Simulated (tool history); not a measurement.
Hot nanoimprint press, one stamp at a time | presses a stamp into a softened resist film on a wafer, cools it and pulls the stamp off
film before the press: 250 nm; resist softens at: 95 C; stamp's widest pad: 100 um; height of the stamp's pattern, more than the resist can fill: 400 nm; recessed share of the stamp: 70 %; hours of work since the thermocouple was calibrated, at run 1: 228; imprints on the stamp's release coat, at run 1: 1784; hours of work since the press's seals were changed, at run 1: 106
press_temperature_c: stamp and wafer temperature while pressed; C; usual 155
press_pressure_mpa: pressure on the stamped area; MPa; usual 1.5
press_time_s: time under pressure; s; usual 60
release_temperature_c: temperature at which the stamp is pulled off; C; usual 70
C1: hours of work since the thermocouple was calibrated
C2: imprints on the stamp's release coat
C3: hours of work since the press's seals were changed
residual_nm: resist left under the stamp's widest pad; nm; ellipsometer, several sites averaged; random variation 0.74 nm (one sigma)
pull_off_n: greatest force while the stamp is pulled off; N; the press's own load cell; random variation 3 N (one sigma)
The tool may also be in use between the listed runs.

{"run": 1, "hour": 0.0, "press_temperature_c": 155, "press_pressure_mpa": 1.5, "press_time_s": 60, "release_temperature_c": 70, "C1": 228, "C2": 1784, "C3": 106, "residual_nm": 86.2, "pull_off_n": 240}
{"hour": 21.3, "done": "stamp cleaned and given a new release coat"}
{"run": 2, "hour": 25.3, "press_temperature_c": 155, "press_pressure_mpa": 1.5, "press_time_s": 60, "release_temperature_c": 70, "C1": 237, "C2": 8, "C3": 115, "residual_nm": 86.8, "pull_off_n": 144}
{"run": 3, "hour": 41.0, "press_temperature_c": 155, "press_pressure_mpa": 1.5, "press_time_s": 60, "release_temperature_c": 69, "C1": 244, "C2": 39, "C3": 122, "residual_nm": 86.7, "pull_off_n": 141}
{"run": 4, "hour": 53.3, "press_temperature_c": 155, "press_pressure_mpa": 1.5, "press_time_s": 60, "release_temperature_c": 69, "C1": 249, "C2": 63, "C3": 127, "residual_nm": 87.9, "pull_off_n": 146}
{"run": 5, "hour": 68.1, "press_temperature_c": 155, "press_pressure_mpa": 1.5, "press_time_s": 60, "release_temperature_c": 69, "C1": 255, "C2": 93, "C3": 134, "residual_nm": 86.6, "pull_off_n": 149}
{"run": 6, "hour": 82.5, "press_temperature_c": 155, "press_pressure_mpa": 1.43, "press_time_s": 60, "release_temperature_c": 70, "C1": 262, "C2": 122, "C3": 140, "residual_nm": 88.7, "pull_off_n": 145}
{"hour": 87.1, "done": "plate thermocouple calibrated"}
{"run": 7, "hour": 97.9, "press_temperature_c": 155, "press_pressure_mpa": 1.5, "press_time_s": 60, "release_temperature_c": 61, "C1": 5, "C2": 146, "C3": 145, "residual_nm": 83.9, "pull_off_n": 159}
{"run": 8, "hour": 106.8, "press_temperature_c": 155, "press_pressure_mpa": 1.5, "press_time_s": 60, "release_temperature_c": 61, "C1": 9, "C2": 164, "C3": 149, "residual_nm": 83.7, "pull_off_n": 165}
{"run": 9, "hour": 121.1, "press_temperature_c": 150, "press_pressure_mpa": 1.5, "press_time_s": 48, "release_temperature_c": 71, "C1": 15, "C2": 193, "C3": 156, "residual_nm": 121.3, "pull_off_n": 155}
{"run": 10, "hour": 133.9, "press_temperature_c": 155, "press_pressure_mpa": 0.97, "press_time_s": 120, "release_temperature_c": 70, "C1": 21, "C2": 218, "C3": 161, "residual_nm": 78.5, "pull_off_n": 151}
{"run": 11, "hour": 146.7, "press_temperature_c": 155, "press_pressure_mpa": 0.97, "press_time_s": 120, "release_temperature_c": 70, "C1": 26, "C2": 244, "C3": 167, "residual_nm": 78.8, "pull_off_n": 152}
{"run": 12, "hour": 164.6, "press_temperature_c": 159, "press_pressure_mpa": 0.97, "press_time_s": 120, "release_temperature_c": 70, "C1": 34, "C2": 279, "C3": 175, "residual_nm": 62.9, "pull_off_n": 157}
{"hour": 182.6, "done": "plate thermocouple calibrated, once more"}
{"run": 13, "hour": 184.1, "press_temperature_c": 155, "press_pressure_mpa": 1.5, "press_time_s": 96, "release_temperature_c": 68, "C1": 1, "C2": 312, "C3": 182, "residual_nm": 76, "pull_off_n": 160}
{"run": 14, "hour": 195.9, "press_temperature_c": 155, "press_pressure_mpa": 1.5, "press_time_s": 96, "release_temperature_c": 68, "C1": 6, "C2": 336, "C3": 187, "residual_nm": 76.2, "pull_off_n": 161}
{"run": 15, "hour": 208.3, "press_temperature_c": 167, "press_pressure_mpa": 0.99, "press_time_s": 46, "release_temperature_c": 61, "C1": 11, "C2": 361, "C3": 193, "residual_nm": 67.6, "pull_off_n": 172}

Measured less the same run without the tool's hidden state. The same run-to-run variation is in both; the gauge's scatter may not be:
The hidden state here: true temperature over the reading, C; pressure that arrives at the usual setting, %; grip of the stamp's worn release coat, % over a new coat's; drift of the gauge itself on residual_nm, %; drift of the gauge itself on pull_off_n, %.
run=1 residual_nm=-4.1 pull_off_n=+97
run=2 residual_nm=-4.3 pull_off_n=+0
run=3 residual_nm=-4.5 pull_off_n=+1
run=4 residual_nm=-4.5 pull_off_n=+2
run=5 residual_nm=-4.7 pull_off_n=+4
run=6 residual_nm=-4.9 pull_off_n=+5
run=7 residual_nm=-6.7 pull_off_n=+7
run=8 residual_nm=-6.8 pull_off_n=+7
run=9 residual_nm=-9.4 pull_off_n=+9
run=10 residual_nm=-6.9 pull_off_n=+10
run=11 residual_nm=-7 pull_off_n=+11
run=12 residual_nm=-5.7 pull_off_n=+12
run=13 residual_nm=+0.8 pull_off_n=+16
run=14 residual_nm=+0.7 pull_off_n=+17
run=15 residual_nm=+0.3 pull_off_n=+20
